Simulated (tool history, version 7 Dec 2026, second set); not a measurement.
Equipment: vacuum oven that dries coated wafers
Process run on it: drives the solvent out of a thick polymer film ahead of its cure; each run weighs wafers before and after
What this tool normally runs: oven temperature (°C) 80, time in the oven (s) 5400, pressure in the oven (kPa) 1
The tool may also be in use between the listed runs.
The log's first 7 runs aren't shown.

run 8 hour=159.5 | oven_temperature_(°C)=77 time_in_the_oven_(s)=3600 pressure_in_the_oven_(kPa)=1 | solvent_left_in_the_film_(%)=7.35
run 9 hour=185.2 | oven_temperature_(°C)=77 time_in_the_oven_(s)=3600 pressure_in_the_oven_(kPa)=1 | solvent_left_in_the_film_(%)=7.3
run 10 hour=209.1 | oven_temperature_(°C)=77 time_in_the_oven_(s)=3600 pressure_in_the_oven_(kPa)=1 | solvent_left_in_the_film_(%)=7.31
run 11 hour=239.1 | oven_temperature_(°C)=77 time_in_the_oven_(s)=3600 pressure_in_the_oven_(kPa)=1 | solvent_left_in_the_film_(%)=7.33
run 12 hour=261.1 | oven_temperature_(°C)=77 time_in_the_oven_(s)=3600 pressure_in_the_oven_(kPa)=1 | solvent_left_in_the_film_(%)=7.29
run 13 hour=280.4 | oven_temperature_(°C)=77 time_in_the_oven_(s)=3600 pressure_in_the_oven_(kPa)=1 | solvent_left_in_the_film_(%)=7.3
run 14 hour=297.2 | oven_temperature_(°C)=80 time_in_the_oven_(s)=5400 pressure_in_the_oven_(kPa)=1 | solvent_left_in_the_film_(%)=3.34
-- hour=311.2 vacuum gauge cleaned of residue and calibrated
run 15 hour=319.3 | oven_temperature_(°C)=80 time_in_the_oven_(s)=5400 pressure_in_the_oven_(kPa)=1 | solvent_left_in_the_film_(%)=3.3
run 16 hour=334.4 | oven_temperature_(°C)=80 time_in_the_oven_(s)=5400 pressure_in_the_oven_(kPa)=1 | solvent_left_in_the_film_(%)=3.32
run 17 hour=370.6 | oven_temperature_(°C)=80 time_in_the_oven_(s)=5400 pressure_in_the_oven_(kPa)=1 | solvent_left_in_the_film_(%)=3.3
run 18 hour=394.5 | oven_temperature_(°C)=80 time_in_the_oven_(s)=5400 pressure_in_the_oven_(kPa)=1 | solvent_left_in_the_film_(%)=3.3
run 19 hour=416.3 | oven_temperature_(°C)=80 time_in_the_oven_(s)=5400 pressure_in_the_oven_(kPa)=1 | solvent_left_in_the_film_(%)=3.26
run 20 hour=438 | oven_temperature_(°C)=80 time_in_the_oven_(s)=5400 pressure_in_the_oven_(kPa)=0.53 | solvent_left_in_the_film_(%)=3.16
run 21 hour=461.2 | oven_temperature_(°C)=80 time_in_the_oven_(s)=5400 pressure_in_the_oven_(kPa)=0.53 | solvent_left_in_the_film_(%)=3.12
run 22 hour=488.8 | oven_temperature_(°C)=80 time_in_the_oven_(s)=9600 pressure_in_the_oven_(kPa)=0.64 | solvent_left_in_the_film_(%)=0.92
run 23 hour=510.4 | oven_temperature_(°C)=80 time_in_the_oven_(s)=6780 pressure_in_the_oven_(kPa)=1.97 | solvent_left_in_the_film_(%)=2.47
run 24 hour=541.5 | oven_temperature_(°C)=80 time_in_the_oven_(s)=6780 pressure_in_the_oven_(kPa)=1.97 | solvent_left_in_the_film_(%)=2.46
run 25 hour=572.3 | oven_temperature_(°C)=80 time_in_the_oven_(s)=4680 pressure_in_the_oven_(kPa)=1.97 | solvent_left_in_the_film_(%)=4.35
run 26 hour=592.6 | oven_temperature_(°C)=80 time_in_the_oven_(s)=6780 pressure_in_the_oven_(kPa)=1 | solvent_left_in_the_film_(%)=2.16
run 27 hour=621.6 | oven_temperature_(°C)=80 time_in_the_oven_(s)=5400 pressure_in_the_oven_(kPa)=0.85 | solvent_left_in_the_film_(%)=3.22
run 28 hour=647.4 | oven_temperature_(°C)=95 time_in_the_oven_(s)=5880 pressure_in_the_oven_(kPa)=2.27 | solvent_left_in_the_film_(%)=0.51
run 29 hour=674.9 | oven_temperature_(°C)=67 time_in_the_oven_(s)=9180 pressure_in_the_oven_(kPa)=1.09 | solvent_left_in_the_film_(%)=5.83
-- hour=679.1 oven's thermocouples calibrated
run 30 hour=697.4 | oven_temperature_(°C)=75 time_in_the_oven_(s)=5640 pressure_in_the_oven_(kPa)=0.63 | solvent_left_in_the_film_(%)=5.41
run 31 hour=714.9 | oven_temperature_(°C)=85 time_in_the_oven_(s)=5640 pressure_in_the_oven_(kPa)=0.63 | solvent_left_in_the_film_(%)=1.64

Expected results for the next run?
run 32 hour=741.7 | oven_temperature_(°C)=85 time_in_the_oven_(s)=7980 pressure_in_the_oven_(kPa)=0.63 | solvent_left_in_the_film_(%)=?

Logged for run 32: solvent left in the film (%) 0.67.
With the hidden condition absent and the run-to-run variation left alone, this run would have shown solvent left in the film (%) 0.68.

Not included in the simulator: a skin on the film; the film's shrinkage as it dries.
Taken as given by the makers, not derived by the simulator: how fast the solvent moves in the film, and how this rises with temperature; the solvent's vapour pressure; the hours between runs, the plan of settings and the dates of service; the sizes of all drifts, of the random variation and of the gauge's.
